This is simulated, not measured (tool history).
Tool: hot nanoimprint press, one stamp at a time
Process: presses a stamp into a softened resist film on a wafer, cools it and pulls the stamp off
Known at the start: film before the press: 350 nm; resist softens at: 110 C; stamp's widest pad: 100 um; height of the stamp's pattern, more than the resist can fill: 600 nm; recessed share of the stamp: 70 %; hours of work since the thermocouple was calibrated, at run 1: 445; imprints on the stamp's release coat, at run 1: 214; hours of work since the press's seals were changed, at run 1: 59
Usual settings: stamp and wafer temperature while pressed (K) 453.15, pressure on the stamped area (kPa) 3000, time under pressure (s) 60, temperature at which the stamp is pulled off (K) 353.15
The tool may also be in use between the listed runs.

| run | hour | stamp and wafer temperature while pressed (K) | pressure on the stamped area (kPa) | time under pressure (s) | temperature at which the stamp is pulled off (K) | hours of work since the thermocouple was calibrated | imprints on the stamp's release coat | hours of work since the press's seals were changed | resist left under the stamp's widest pad (Å) | greatest force while the stamp is pulled off (N) |
|---|---|---|---|---|---|---|---|---|---|---|
| 1 | 0.0 | 453.15 | 3000 | 60 | 353.15 | 445 | 214 | 59 | 1289 | 163 |
| 2 | 5.4 | 453.15 | 3000 | 60 | 353.15 | 447 | 222 | 61 | 1287 | 164 |
| 3 | 17.0 | 453.15 | 3000 | 60 | 353.15 | 452 | 238 | 66 | 1288 | 163 |
|  | 21.4 | plate thermocouple calibrated |
| 4 | 27.9 | 453.15 | 3000 | 60 | 353.15 | 3 | 250 | 70 | 1364 | 170 |
| 5 | 36.3 | 453.15 | 3000 | 60 | 353.15 | 7 | 262 | 74 | 1363 | 170 |
| 6 | 42.8 | 453.15 | 3000 | 60 | 353.15 | 10 | 271 | 76 | 1361 | 172 |
| 7 | 48.3 | 453.15 | 3000 | 60 | 353.15 | 12 | 279 | 79 | 1356 | 175 |
| 8 | 57.7 | 453.15 | 3000 | 60 | 353.15 | 16 | 292 | 83 | 1361 | 174 |
| 9 | 63.3 | 453.15 | 3000 | 60 | 353.15 | 19 | 300 | 86 | 1366 | 177 |
| 10 | 74.6 | 453.15 | 3000 | 60 | 353.15 | 24 | 316 | 91 | 1359 | 170 |
| 11 | 85.6 | 453.15 | 3000 | 39 | 353.15 | 29 | 332 | 95 | 1592 | 173 |
| 12 | 96.1 | 453.15 | 3000 | 39 | 353.15 | 33 | 347 | 100 | 1582 | 177 |
| 13 | 105.6 | 453.15 | 3000 | 39 | 353.15 | 37 | 361 | 104 | 1585 | 177 |
| 14 | 118.1 | 453.15 | 3000 | 64 | 353.15 | 43 | 379 | 110 | 1326 | 175 |
| 15 | 130.7 | 453.15 | 3000 | 64 | 353.15 | 49 | 397 | 116 | 1325 | 176 |
| 16 | 142.9 | 453.15 | 1800 | 64 | 353.15 | 54 | 414 | 121 | 1729 | 175 |
| 17 | 151.4 | 448.15 | 2180 | 99 | 340.15 | 58 | 426 | 125 | 1542 | 241 |
| 18 | 162.2 | 448.15 | 2180 | 99 | 360.15 | 63 | 441 | 130 | 1540 | 140 |
| 19 | 174.2 | 451.15 | 1880 | 39 | 357.15 | 68 | 459 | 135 | 2059 | 157 |
| 20 | 180.6 | 451.15 | 1880 | 39 | 357.15 | 71 | 468 | 138 | 2072 | 158 |
| 21 | 192.8 | 459.15 | 3000 | 60 | 353.15 | 76 | 485 | 143 | 1152 | 180 |
| 22 | 200.4 | 450.15 | 3000 | 73 | 353.15 | 80 | 496 | 146 | 1370 | 182 |
| 23 | 210.6 | 447.15 | 3310 | 36 | 353.15 | 84 | 511 | 151 | 1821 | 181 |
| 24 | 218.1 | 453.15 | 4260 | 60 | 349.15 | 87 | 521 | 154 | 1115 | 199 |
| 25 | 227.7 | 456.15 | 3000 | 60 | 358.15 | 92 | 535 | 159 | 1242 | 156 |
| 26 | 234.9 | 456.15 | 3000 | 60 | 358.15 | 95 | 545 | 162 | 1242 | 157 |
| 27 | 240.6 | 453.15 | 2740 | 60 | 358.15 | 97 | 553 | 164 | 1419 | 155 |
| 28 | 253.0 | 447.15 | 4760 | 60 | 343.15 | 103 | 571 | 170 | 1254 | 238 |
| 29 | 261.0 | 447.15 | 4760 | 60 | 343.15 | 106 | 583 | 173 | 1253 | 236 |

Forecast each of these 4 alternatives for the next run:
| A | 268.4 | 460.15 | 4760 | 37 | 355.15 | 110 | 593 | 177 | ? | ? |
| B | 268.4 | 447.15 | 4220 | 104 | 343.15 | 110 | 593 | 177 | ? | ? |
| C | 268.4 | 453.15 | 4760 | 60 | 343.15 | 110 | 593 | 177 | ? | ? |
| D | 268.4 | 447.15 | 4760 | 60 | 338.15 | 110 | 593 | 177 | ? | ? |

| run | resist left under the stamp's widest pad (Å) | greatest force while the stamp is pulled off (N) |
|---|---|---|
| A | 1038 | 171 |
| B | 1090 | 233 |
| C | 1040 | 233 |
| D | 1253 | 264 |
Without the tool's hidden state the same runs would have given:
| run | resist left under the stamp's widest pad (Å) | greatest force while the stamp is pulled off (N) |
|---|---|---|
| A | 1044 | 153 |
| B | 1099 | 208 |
| C | 1047 | 207 |
| D | 1262 | 234 |
